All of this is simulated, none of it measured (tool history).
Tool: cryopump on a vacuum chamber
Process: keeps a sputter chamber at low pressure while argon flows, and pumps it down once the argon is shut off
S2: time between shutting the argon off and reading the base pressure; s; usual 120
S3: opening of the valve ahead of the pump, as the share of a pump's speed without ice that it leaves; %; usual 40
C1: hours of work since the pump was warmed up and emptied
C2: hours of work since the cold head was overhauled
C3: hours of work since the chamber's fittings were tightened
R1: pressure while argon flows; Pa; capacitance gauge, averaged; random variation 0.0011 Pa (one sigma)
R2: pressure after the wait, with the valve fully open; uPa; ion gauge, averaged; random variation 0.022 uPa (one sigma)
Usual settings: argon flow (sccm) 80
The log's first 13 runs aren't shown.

Run 14, hour 761.3: usual settings but S3 31 %; C1 305; C2 1868; C3 2880. Result: R1 0.3675 Pa, R2 3.75 uPa.
Run 15, hour 818.3: usual settings but S2 99 s; C1 338; C2 1901; C3 2913. Result: R1 0.2968 Pa, R2 3.8 uPa.
Run 16, hour 868.2: usual settings but S2 99 s; C1 366; C2 1929; C3 2942. Result: R1 0.3005 Pa, R2 4.2 uPa.
At hour 881: pump warmed up, emptied and cooled again.
Run 17, hour 957.8: usual settings but S2 99 s; C1 44; C2 1978; C3 2990. Result: R1 0.2648 Pa, R2 3.13 uPa.
Run 18, hour 1040.2: usual settings but argon flow (sccm) 127, S2 49 s; C1 91; C2 2025; C3 3037. Result: R1 0.4287 Pa, R2 3.69 uPa.
At hour 1072.3: leaking fittings of the chamber tightened, without venting.
Run 19, hour 1110.6: usual settings but argon flow (sccm) 74, S2 164 s, S3 36 %; C1 130; C2 2064; C3 22. Result: R1 0.2766 Pa, R2 0.51 uPa.
Run 20, hour 1179: usual settings but argon flow (sccm) 74, S2 187 s, S3 22 %; C1 169; C2 2103; C3 61. Result: R1 0.4506 Pa, R2 0.56 uPa.
Run 21, hour 1257.9: usual settings but argon flow (sccm) 74, S2 187 s, S3 22 %; C1 214; C2 2148; C3 106. Result: R1 0.4541 Pa, R2 0.66 uPa.
Run 22, hour 1320: usual settings but argon flow (sccm) 74, S2 187 s, S3 22 %; C1 250; C2 2184; C3 142. Result: R1 0.4587 Pa, R2 0.64 uPa.
Run 23, hour 1384.4: usual settings but argon flow (sccm) 74, S2 187 s, S3 22 %; C1 287; C2 2220; C3 178. Result: R1 0.4628 Pa, R2 0.76 uPa.
Run 24, hour 1467.8: usual settings but argon flow (sccm) 41, S2 269 s, S3 19 %; C1 334; C2 2268; C3 226. Result: R1 0.2983 Pa, R2 0.74 uPa.
At hour 1533.1: pump warmed up, emptied and cooled again.
Run 25, hour 1537.2: usual settings but argon flow (sccm) 44, S2 90 s; C1 2; C2 2305; C3 263. Result: R1 0.1456 Pa, R2 0.93 uPa.
Run 26, hour 1576.4: usual settings but argon flow (sccm) 74, S3 35 %; C1 25; C2 2327; C3 285. Result: R1 0.2776 Pa, R2 0.82 uPa.
Run 27, hour 1617.9: usual settings but argon flow (sccm) 74, S2 40 s, S3 35 %; C1 48; C2 2351; C3 309. Result: R1 0.2794 Pa, R2 1.61 uPa.
Run 28, hour 1665.2: usual settings but argon flow (sccm) 74, S2 40 s, S3 35 %; C1 76; C2 2378; C3 336. Result: R1 0.2814 Pa, R2 1.63 uPa.
Run 29, hour 1705.2: usual settings but argon flow (sccm) 55, S2 46 s, S3 27 %; C1 98; C2 2401; C3 359. Result: R1 0.2706 Pa, R2 1.52 uPa.

Forecast run 30:
Run 30, hour 1768: usual settings but argon flow (sccm) 87, S2 31 s, S3 58 %; C1 134; C2 2437; C3 395. Result: R1 ?, R2 ?.

{"run 30": {"R1": 0.212, "R2": 2.08}}
Without the tool's hidden state the same run would have given R1 0.1936 Pa, R2 1.65 uPa.
